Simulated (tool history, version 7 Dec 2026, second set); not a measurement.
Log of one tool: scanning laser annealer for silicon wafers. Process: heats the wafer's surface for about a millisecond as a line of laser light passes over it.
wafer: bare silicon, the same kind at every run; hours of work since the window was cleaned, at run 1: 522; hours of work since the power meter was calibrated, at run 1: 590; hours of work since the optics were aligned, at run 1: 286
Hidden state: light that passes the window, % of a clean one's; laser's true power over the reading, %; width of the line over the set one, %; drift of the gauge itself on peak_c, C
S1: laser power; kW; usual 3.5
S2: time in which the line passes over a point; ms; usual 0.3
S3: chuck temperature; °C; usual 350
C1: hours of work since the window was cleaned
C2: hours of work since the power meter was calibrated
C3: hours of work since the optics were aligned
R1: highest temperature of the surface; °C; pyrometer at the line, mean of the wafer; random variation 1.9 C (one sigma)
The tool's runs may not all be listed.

run   hour     S1     S2   S3   C1   C2   C3    R1
  1      0    3.5    0.3  350  522  590  286  1135
  2   19.4    3.5    0.3  366  530  598  294  1150
  3   45.8    3.5    0.3  366  540  608  305  1153
  4   74.3    3.5    0.3  366  552  620  316  1152
  5  100.4    3.5    0.3  366  562  630  327  1147
  6  125.2    3.5    0.3  366  573  641  337  1145
  7  160.5    3.5    0.3  350  587  655  351  1126
  8    197    3.5  0.273  350  602  670  366  1094
  9  212.7    3.5  0.296  350  608  676  372  1123
     217.8  -- laser's power meter calibrated
 10  232.4  3.235  0.335  380  615    6  379  1120
 11  262.5  3.235  0.335  380  627   18  391  1116
 12  279.1    3.5  0.232  381  634   25  398  1068
     288.2  -- laser's power meter calibrated, once more
 13  307.4  3.225  0.328  350  644    8  408  1080
 14  324.6  3.522  0.328  330  651   15  415  1142
 15  360.2  3.138  0.316  352  665   29  429  1040
 16  395.4  3.018  0.232  326  679   43  444   892
 17  412.8  3.018  0.305  326  686   50  451   967
 18  431.4  3.018  0.305  326  694   58  458   969

Hidden state at the last listed run before each entry between runs and at the first one after, where it differs:
Between runs 9 and 10: laser's power meter calibrated (hour 217.8)
  light that passes the window, % of a clean one's: 97.05 -> 97.02; laser's true power over the reading, %: -0.06 -> -0.07; width of the line over the set one, %: 1.61 -> 1.63
  measured less the result without the state, R1: -42 -> -41 °C
Between runs 12 and 13: laser's power meter calibrated, once more (hour 288.2)
  light that passes the window, % of a clean one's: 96.93 -> 96.87; laser's true power over the reading, %: -0.08 -> -0.07; width of the line over the set one, %: 1.71 -> 1.75
  measured less the result without the state, R1: -39 -> -42 °C

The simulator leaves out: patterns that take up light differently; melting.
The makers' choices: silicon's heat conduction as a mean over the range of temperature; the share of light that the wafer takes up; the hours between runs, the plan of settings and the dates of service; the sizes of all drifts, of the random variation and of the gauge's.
